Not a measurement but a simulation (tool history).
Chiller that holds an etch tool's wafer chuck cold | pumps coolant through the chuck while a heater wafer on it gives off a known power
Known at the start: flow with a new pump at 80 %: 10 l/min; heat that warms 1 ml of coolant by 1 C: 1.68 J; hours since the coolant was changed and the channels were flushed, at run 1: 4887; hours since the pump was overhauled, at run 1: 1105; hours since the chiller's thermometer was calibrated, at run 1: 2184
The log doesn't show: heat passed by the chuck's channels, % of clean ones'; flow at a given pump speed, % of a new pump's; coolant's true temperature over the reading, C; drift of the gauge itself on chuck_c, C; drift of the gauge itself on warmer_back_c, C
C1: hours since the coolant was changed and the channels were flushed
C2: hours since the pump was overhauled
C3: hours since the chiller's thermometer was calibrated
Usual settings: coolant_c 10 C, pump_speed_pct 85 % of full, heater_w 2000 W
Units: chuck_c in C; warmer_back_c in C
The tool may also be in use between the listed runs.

Run 1, day 0.000: usual settings; C1 4887; C2 1105; C3 2184. Result: chuck_c 30.8 C, warmer_back_c 6.69 C.
Run 2, day 1.575: usual settings but coolant_c 17 C; C1 4925; C2 1143; C3 2221. Result: chuck_c 37.8 C, warmer_back_c 6.71 C.
Run 3, day 3.700: usual settings but coolant_c 17 C; C1 4976; C2 1194; C3 2272. Result: chuck_c 37.8 C, warmer_back_c 6.75 C.
Run 4, day 5.712: usual settings but coolant_c 17 C; C1 5024; C2 1242; C3 2321. Result: chuck_c 37.8 C, warmer_back_c 6.79 C.
Run 5, day 7.483: usual settings but coolant_c 17 C; C1 5067; C2 1284; C3 2363. Result: chuck_c 37.9 C, warmer_back_c 6.76 C.
Run 6, day 9.188: usual settings but coolant_c 17 C; C1 5107; C2 1325; C3 2404. Result: chuck_c 38.0 C, warmer_back_c 6.81 C.
Run 7, day 12.546: usual settings; C1 5188; C2 1406; C3 2485. Result: chuck_c 31.0 C, warmer_back_c 6.83 C.
Run 8, day 13.912: usual settings but coolant_c 19 C; C1 5221; C2 1439; C3 2517. Result: chuck_c 39.8 C, warmer_back_c 6.83 C.
Run 9, day 16.933: usual settings; C1 5293; C2 1511; C3 2590. Result: chuck_c 30.8 C, warmer_back_c 6.89 C.
Run 10, day 18.612: usual settings; C1 5334; C2 1552; C3 2630. Result: chuck_c 30.7 C, warmer_back_c 6.85 C.
Run 11, day 20.454: usual settings but coolant_c 17 C; C1 5378; C2 1596; C3 2674. Result: chuck_c 37.9 C, warmer_back_c 6.85 C.
Run 12, day 22.196: usual settings but coolant_c 17 C; C1 5420; C2 1638; C3 2716. Result: chuck_c 38.0 C, warmer_back_c 6.92 C.
Run 13, day 24.038: usual settings; C1 5464; C2 1682; C3 2761. Result: chuck_c 30.8 C, warmer_back_c 6.93 C.
Run 14, day 26.362: usual settings; C1 5520; C2 1738; C3 2816. Result: chuck_c 30.8 C, warmer_back_c 6.88 C.
Run 15, day 28.942: usual settings but pump_speed_pct 91 % of full; C1 5582; C2 1799; C3 2878. Result: chuck_c 30.0 C, warmer_back_c 6.51 C.
Run 16, day 30.900: usual settings but heater_w 1375 W; C1 5628; C2 1846; C3 2925. Result: chuck_c 24.2 C, warmer_back_c 4.87 C.
Run 17, day 33.088: usual settings but coolant_c 5 C, pump_speed_pct 86 % of full, heater_w 1361 W; C1 5681; C2 1899; C3 2978. Result: chuck_c 19.2 C, warmer_back_c 4.72 C.
Run 18, day 36.208: usual settings but coolant_c 5 C, pump_speed_pct 86 % of full, heater_w 1361 W; C1 5756; C2 1974; C3 3053. Result: chuck_c 19.1 C, warmer_back_c 4.85 C.
Run 19, day 39.338: usual settings but coolant_c 16 C, pump_speed_pct 78 % of full; C1 5831; C2 2049; C3 3128. Result: chuck_c 38.1 C, warmer_back_c 7.63 C.
Run 20, day 42.388: usual settings but coolant_c 16 C, pump_speed_pct 78 % of full; C1 5904; C2 2122; C3 3201. Result: chuck_c 38.1 C, warmer_back_c 7.69 C.
Run 21, day 43.821: usual settings but coolant_c 8 C, pump_speed_pct 88 % of full, heater_w 2294 W; C1 5939; C2 2157; C3 3235. Result: chuck_c 31.4 C, warmer_back_c 7.77 C.
Run 22, day 45.300: usual settings but coolant_c 9 C, pump_speed_pct 66 % of full, heater_w 1311 W; C1 5974; C2 2192; C3 3271. Result: chuck_c 25.0 C, warmer_back_c 6.09 C.
Run 23, day 47.646: usual settings but coolant_c 3 C, pump_speed_pct 61 % of full, heater_w 1876 W; C1 6030; C2 2248; C3 3327. Result: chuck_c 27.3 C, warmer_back_c 9.25 C.
Run 24, day 50.892: usual settings but coolant_c 1 C, pump_speed_pct 61 % of full, heater_w 1876 W; C1 6108; C2 2326; C3 3405. Result: chuck_c 25.2 C, warmer_back_c 9.23 C.
At day 52.350: gauge calibrated.
Run 25, day 53.138: usual settings but coolant_c 19 C, pump_speed_pct 61 % of full, heater_w 2476 W; C1 6162; C2 2380; C3 3459. Result: chuck_c 51.0 C, warmer_back_c 11.68 C.
Run 26, day 55.758: usual settings but coolant_c 19 C, pump_speed_pct 61 % of full, heater_w 2476 W; C1 6225; C2 2443; C3 3522. Result: chuck_c 51.1 C, warmer_back_c 11.72 C.
Run 27, day 59.100: usual settings but coolant_c 6 C, pump_speed_pct 90 % of full, heater_w 1090 W; C1 6305; C2 2523; C3 3602. Result: chuck_c 16.7 C, warmer_back_c 3.58 C.
Run 28, day 62.146: usual settings but coolant_c 6 C, pump_speed_pct 90 % of full, heater_w 1090 W; C1 6378; C2 2596; C3 3675. Result: chuck_c 17.0 C, warmer_back_c 3.56 C.
Run 29, day 64.821: usual settings but coolant_c 6 C, pump_speed_pct 90 % of full, heater_w 1090 W; C1 6443; C2 2660; C3 3739. Result: chuck_c 17.0 C, warmer_back_c 3.65 C.
Run 30, day 68.058: usual settings but pump_speed_pct 80 % of full, heater_w 1477 W; C1 6520; C2 2738; C3 3817. Result: chuck_c 26.0 C, warmer_back_c 5.39 C.
Run 31, day 70.392: usual settings but coolant_c 12 C, pump_speed_pct 65 % of full, heater_w 1950 W; C1 6576; C2 2794; C3 3873. Result: chuck_c 36.2 C, warmer_back_c 8.76 C.
Run 32, day 72.608: usual settings but coolant_c 11 C, pump_speed_pct 77 % of full, heater_w 2465 W; C1 6630; C2 2847; C3 3926. Result: chuck_c 38.4 C, warmer_back_c 9.32 C.

3 ways to go on from here, each from the tool as it stands after run 32. What would each give?
Run A, day 75.958: usual settings but coolant_c 7 C, pump_speed_pct 74 % of full, heater_w 2371 W; C1 6710; C2 2928; C3 4007. Result: chuck_c ?, warmer_back_c ?.
Run B, day 75.958: usual settings but pump_speed_pct 92 % of full, heater_w 1345 W; C1 6710; C2 2928; C3 4007. Result: chuck_c ?, warmer_back_c ?.
Run C, day 75.958: usual settings but coolant_c 11 C, pump_speed_pct 78 % of full, heater_w 2465 W; C1 6710; C2 2928; C3 4007. Result: chuck_c ?, warmer_back_c ?.

run  chuck_c  warmer_back_c
  A     34.2           9.36
  B     23.4           4.39
  C     38.0           9.16
Without the tool's hidden state the same runs would have given:
run  chuck_c  warmer_back_c
  A     34.1           9.16
  B     23.3           4.20
  C     37.9           8.97
